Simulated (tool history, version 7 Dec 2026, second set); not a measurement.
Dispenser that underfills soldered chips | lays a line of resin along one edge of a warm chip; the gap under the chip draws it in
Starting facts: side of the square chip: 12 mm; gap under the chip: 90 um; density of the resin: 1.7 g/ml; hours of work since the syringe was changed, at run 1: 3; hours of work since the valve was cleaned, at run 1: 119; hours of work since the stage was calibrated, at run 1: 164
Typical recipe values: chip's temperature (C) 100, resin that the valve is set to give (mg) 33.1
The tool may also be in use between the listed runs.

run   hour  chip's temperature (C)  resin that the valve is set to give (mg)  hours of work since the syringe was changed  hours of work since the valve was cleaned  hours of work since the stage was calibrated  time until the resin shows at the far edge (s)  resin that the valve gave (mg)
  1      0                     100                                      33.1                                            3                                        119                                           164                                           120.2                           31.37
       5.3  -- new syringe of resin
  2   11.2                     109                                      33.1                                            4                                        126                                           172                                            97.3                           31.21
      14.5  -- new syringe of resin
  3   18.6                     109                                      33.1                                            3                                        131                                           176                                            89.7                           31.49
      23.7  -- new syringe of resin
  4   26.1                     109                                      28.8                                            2                                        136                                           181                                            84.4                           27.08
        33  -- new syringe of resin
  5   35.7                     109                                      28.8                                            2                                        142                                           187                                            85.4                           27.11
      42.6  -- new syringe of resin
  6   43.2                     109                                      28.8                                            0                                        147                                           192                                            75.8                           27.11
        45  -- dispensing valve cleaned and set on the balance
  7   48.8                     109                                      28.8                                            3                                          3                                           195                                            94.7                           28.82
      53.3  -- new syringe of resin
  8   59.7                     100                                        41                                            4                                         10                                           202                                           130.7                           40.98
      62.6  -- new syringe of resin
  9   68.5                     100                                        41                                            4                                         15                                           208                                           128.9                           40.71
      72.6  -- new syringe of resin
 10   75.3                     100                                        41                                            2                                         19                                           212                                           104.4                           40.81
      81.9  -- new syringe of resin
 11   81.9                     100                                        41                                            0                                         24                                           216                                            89.2                           40.88
 12   89.2                     100                                        41                                            5                                         29                                           221                                           136.8                           40.72
      91.2  -- new syringe of resin
 13   95.1                     110                                      39.2                                            3                                         32                                           225                                              84                           38.66
     100.5  -- new syringe of resin
 14    102                     100                                      42.8                                            1                                         37                                           229                                            97.6                           42.14
     109.7  -- new syringe of resin
 15  110.3                      98                                      28.9                                            0                                         42                                           234                                           103.6                           28.44
 16  118.1                     110                                      29.1                                            6                                         47                                           240                                           111.6                           28.46
     118.9  -- new syringe of resin
 17  124.8                      89                                      34.8                                            4                                         51                                           244                                           189.7                           34.23

Each row is a separate what-if for the run after 17, all from the same tool condition, not one after another. Results?
     128.6  -- new syringe of resin
  A  136.1                      93                                      32.7                                            5                                         59                                           251                                               ?                               ?
     128.6  -- new syringe of resin
  B  136.1                     105                                      33.1                                            5                                         59                                           251                                               ?                               ?
     128.6  -- new syringe of resin
  C  136.1                      95                                      29.8                                            5                                         59                                           251                                               ?                               ?
     128.6  -- new syringe of resin
  D  136.1                     104                                      38.2                                            5                                         59                                           251                                               ?                               ?
     128.6  -- new syringe of resin
  E  136.1                     100                                      35.1                                            5                                         59                                           251                                               ?                               ?

run  time until the resin shows at the far edge (s)  resin that the valve gave (mg)
  A                                           180.1                           31.84
  B                                           122.4                            32.3
  C                                           173.4                           29.02
  D                                           124.9                           37.56
  E                                           142.4                           34.18
Without the tool's hidden state the same runs would have given:
run  time until the resin shows at the far edge (s)  resin that the valve gave (mg)
  A                                           110.5                           32.61
  B                                            75.3                           33.08
  C                                           106.3                           29.72
  D                                              77                           38.46
  E                                            87.9                              35
